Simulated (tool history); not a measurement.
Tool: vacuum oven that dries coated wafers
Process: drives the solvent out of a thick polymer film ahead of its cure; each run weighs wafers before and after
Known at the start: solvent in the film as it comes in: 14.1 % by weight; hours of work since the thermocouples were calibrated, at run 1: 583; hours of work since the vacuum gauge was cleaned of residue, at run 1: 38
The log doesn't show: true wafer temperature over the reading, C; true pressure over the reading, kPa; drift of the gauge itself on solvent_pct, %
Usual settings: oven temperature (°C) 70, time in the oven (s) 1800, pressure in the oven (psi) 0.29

run   hour  oven temperature (°C)  time in the oven (s)  pressure in the oven (psi)  hours of work since the thermocouples were calibrated  hours of work since the vacuum gauge was cleaned of residue  solvent left in the film (%)
  1      0                     70                  1800                        0.29                                                    583                                                           38                          3.36
  2   27.9                     70                  1800                        0.29                                                    602                                                           57                          3.38
  3   66.8                     70                  1800                        0.29                                                    629                                                           84                          3.35
  4   92.9                     70                  1800                        0.29                                                    647                                                          102                          3.33
  5  126.9                     70                  1800                        0.29                                                    671                                                          126                          3.43
  6  153.8                     70                  1800                       0.692                                                    689                                                          144                          7.35
  7  185.3                     70                  1800                       0.228                                                    711                                                          166                          2.75
  8  228.9                     70                  1800                        0.29                                                    741                                                          196                          3.38
  9  284.1                     70                  1800                        0.29                                                    779                                                          235                          3.58
 10  322.5                     70                  1800                        0.29                                                    806                                                          261                          3.44
 11  346.9                     70                  1800                        0.29                                                    823                                                          278                          3.53
 12  371.4                     58                  1620                       0.731                                                    840                                                          295                         13.23
 13  407.7                     58                  1620                       0.731                                                    865                                                          320                          13.5

Forecast run 14:
 14  439.8                     58                  1620                       0.731                                                    887                                                          342                             ?

{"run 14": {"solvent left in the film (%)": 13.48}}
Without the tool's hidden state the same run would have given solvent left in the film (%) 12.63.
